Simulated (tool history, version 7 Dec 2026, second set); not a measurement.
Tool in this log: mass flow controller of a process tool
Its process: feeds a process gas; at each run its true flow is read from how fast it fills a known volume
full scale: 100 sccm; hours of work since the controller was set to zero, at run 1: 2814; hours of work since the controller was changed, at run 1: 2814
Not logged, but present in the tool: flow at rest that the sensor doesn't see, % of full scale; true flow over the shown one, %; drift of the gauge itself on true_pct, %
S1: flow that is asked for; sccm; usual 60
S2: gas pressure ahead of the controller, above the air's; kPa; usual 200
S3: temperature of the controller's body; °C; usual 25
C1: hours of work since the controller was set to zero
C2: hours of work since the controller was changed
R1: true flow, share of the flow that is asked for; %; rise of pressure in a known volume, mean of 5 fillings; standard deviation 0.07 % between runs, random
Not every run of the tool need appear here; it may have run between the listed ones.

run 1 hour=0 | S1=60 S2=200 S3=25 | C1=2814 C2=2814 | R1=98.34
run 2 hour=69.5 | S1=60 S2=200 S3=25 | C1=2854 C2=2854 | R1=98.38
run 3 hour=174.9 | S1=60 S2=216 S3=25 | C1=2915 C2=2915 | R1=98.44
run 4 hour=233.9 | S1=60 S2=216 S3=25 | C1=2949 C2=2949 | R1=98.46
run 5 hour=358.7 | S1=60 S2=200 S3=25 | C1=3021 C2=3021 | R1=98.32
run 6 hour=446.3 | S1=27 S2=200 S3=25 | C1=3072 C2=3072 | R1=95.32
run 7 hour=528.4 | S1=27 S2=200 S3=25 | C1=3119 C2=3119 | R1=95.51
run 8 hour=655.3 | S1=27 S2=200 S3=28 | C1=3192 C2=3192 | R1=95.25
run 9 hour=717.1 | S1=27 S2=200 S3=28 | C1=3228 C2=3228 | R1=95.23
run 10 hour=821.1 | S1=27 S2=200 S3=28 | C1=3288 C2=3288 | R1=95.23
run 11 hour=874.4 | S1=27 S2=200 S3=28 | C1=3319 C2=3319 | R1=95.31
-- hour=880.8 controller's zero set anew
run 12 hour=926.2 | S1=55 S2=200 S3=28 | C1=26 C2=3348 | R1=96.8
run 13 hour=1016.7 | S1=50 S2=187 S3=40 | C1=78 C2=3401 | R1=96.1
run 14 hour=1084.8 | S1=26 S2=200 S3=31 | C1=118 C2=3440 | R1=92.68
-- hour=1094.3 controller's zero set anew, once more
run 15 hour=1183.5 | S1=28 S2=200 S3=39 | C1=52 C2=3497 | R1=98.54
run 16 hour=1244.6 | S1=11 S2=213 S3=21 | C1=87 C2=3532 | R1=97.92
run 17 hour=1360.1 | S1=11 S2=213 S3=21 | C1=153 C2=3598 | R1=97.63
run 18 hour=1473 | S1=11 S2=213 S3=21 | C1=219 C2=3664 | R1=97.65
run 19 hour=1534.1 | S1=55 S2=145 S3=38 | C1=254 C2=3699 | R1=99.29
run 20 hour=1599.2 | S1=16 S2=222 S3=31 | C1=291 C2=3736 | R1=97.78
run 21 hour=1690.1 | S1=16 S2=276 S3=25 | C1=344 C2=3789 | R1=97.94
run 22 hour=1809.3 | S1=16 S2=179 S3=35 | C1=413 C2=3858 | R1=97.38
run 23 hour=1932.5 | S1=16 S2=179 S3=35 | C1=484 C2=3929 | R1=97.31
run 24 hour=1986.2 | S1=15 S2=200 S3=25 | C1=515 C2=3960 | R1=97.39

4 ways to go on from here, each from the tool as it stands after run 24. What would each give?
run A hour=2108.2 | S1=15 S2=200 S3=23 | C1=585 C2=4030 | R1=?
run B hour=2108.2 | S1=14 S2=195 S3=34 | C1=585 C2=4030 | R1=?
run C hour=2108.2 | S1=15 S2=146 S3=30 | C1=585 C2=4030 | R1=?
run D hour=2108.2 | S1=17 S2=144 S3=27 | C1=585 C2=4030 | R1=?

run=A R1=97.39
run=B R1=96.98
run=C R1=97.22
run=D R1=97.42
Without the tool's unlogged condition, the same runs would have read:
run=A R1=97.79
run=B R1=97.51
run=C R1=97.62
run=D R1=97.61

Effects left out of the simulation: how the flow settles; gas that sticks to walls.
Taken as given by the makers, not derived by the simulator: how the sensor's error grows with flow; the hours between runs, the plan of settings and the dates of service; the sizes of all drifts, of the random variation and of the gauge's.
